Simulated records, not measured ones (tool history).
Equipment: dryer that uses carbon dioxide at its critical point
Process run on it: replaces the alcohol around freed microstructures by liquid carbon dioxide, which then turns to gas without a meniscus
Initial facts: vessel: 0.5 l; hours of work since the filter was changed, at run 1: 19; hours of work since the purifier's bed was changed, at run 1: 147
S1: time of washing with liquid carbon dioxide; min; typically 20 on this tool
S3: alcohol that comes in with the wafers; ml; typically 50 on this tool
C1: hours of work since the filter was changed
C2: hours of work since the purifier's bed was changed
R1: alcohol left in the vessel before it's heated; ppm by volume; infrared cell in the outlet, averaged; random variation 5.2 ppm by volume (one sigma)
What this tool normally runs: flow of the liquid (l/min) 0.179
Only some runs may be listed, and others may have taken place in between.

{"run": 1, "hour": 0.0, "S1": 20, "flow of the liquid (l/min)": 0.179, "S3": 50, "C1": 19, "C2": 147, "R1": 125}
{"run": 2, "hour": 6.5, "S1": 20, "flow of the liquid (l/min)": 0.179, "S3": 50, "C1": 24, "C2": 151, "R1": 119}
{"run": 3, "hour": 13.8, "S1": 20, "flow of the liquid (l/min)": 0.179, "S3": 50, "C1": 29, "C2": 156, "R1": 116}
{"run": 4, "hour": 25.1, "S1": 20, "flow of the liquid (l/min)": 0.179, "S3": 50, "C1": 37, "C2": 165, "R1": 121}
{"run": 5, "hour": 36.0, "S1": 20, "flow of the liquid (l/min)": 0.179, "S3": 50, "C1": 45, "C2": 172, "R1": 126}
{"run": 6, "hour": 46.7, "S1": 20, "flow of the liquid (l/min)": 0.179, "S3": 33, "C1": 52, "C2": 180, "R1": 91}
{"run": 7, "hour": 53.4, "S1": 20, "flow of the liquid (l/min)": 0.179, "S3": 33, "C1": 57, "C2": 185, "R1": 91}
{"run": 8, "hour": 64.3, "S1": 19, "flow of the liquid (l/min)": 0.179, "S3": 50, "C1": 65, "C2": 192, "R1": 184}
{"run": 9, "hour": 73.6, "S1": 19, "flow of the liquid (l/min)": 0.179, "S3": 50, "C1": 72, "C2": 199, "R1": 170}
{"run": 10, "hour": 80.9, "S1": 19, "flow of the liquid (l/min)": 0.226, "S3": 50, "C1": 77, "C2": 204, "R1": 65}
{"run": 11, "hour": 93.0, "S1": 18, "flow of the liquid (l/min)": 0.121, "S3": 50, "C1": 85, "C2": 213, "R1": 1691}
{"run": 12, "hour": 101.8, "S1": 18, "flow of the liquid (l/min)": 0.108, "S3": 50, "C1": 92, "C2": 219, "R1": 2748}
{"run": 13, "hour": 114.1, "S1": 23, "flow of the liquid (l/min)": 0.247, "S3": 114, "C1": 100, "C2": 228, "R1": 31}
{"run": 14, "hour": 125.0, "S1": 23, "flow of the liquid (l/min)": 0.247, "S3": 114, "C1": 108, "C2": 236, "R1": 36}
{"run": 15, "hour": 131.4, "S1": 20, "flow of the liquid (l/min)": 0.143, "S3": 54, "C1": 113, "C2": 240, "R1": 576}
{"run": 16, "hour": 142.4, "S1": 20, "flow of the liquid (l/min)": 0.117, "S3": 27, "C1": 121, "C2": 248, "R1": 785}

What if the next run were any one of these 3? Each begins from the tool's condition after run 16:
{"run": "A", "hour": 150.4, "S1": 29, "flow of the liquid (l/min)": 0.255, "S3": 21, "C1": 126, "C2": 254, "R1": "?"}
{"run": "B", "hour": 150.4, "S1": 20, "flow of the liquid (l/min)": 0.28, "S3": 50, "C1": 126, "C2": 254, "R1": "?"}
{"run": "C", "hour": 150.4, "S1": 30, "flow of the liquid (l/min)": 0.222, "S3": 20, "C1": 126, "C2": 254, "R1": "?"}

run=A R1=39
run=B R1=34
run=C R1=39
Without the tool's hidden state the same runs would have given:
run=A R1=6
run=B R1=1
run=C R1=5
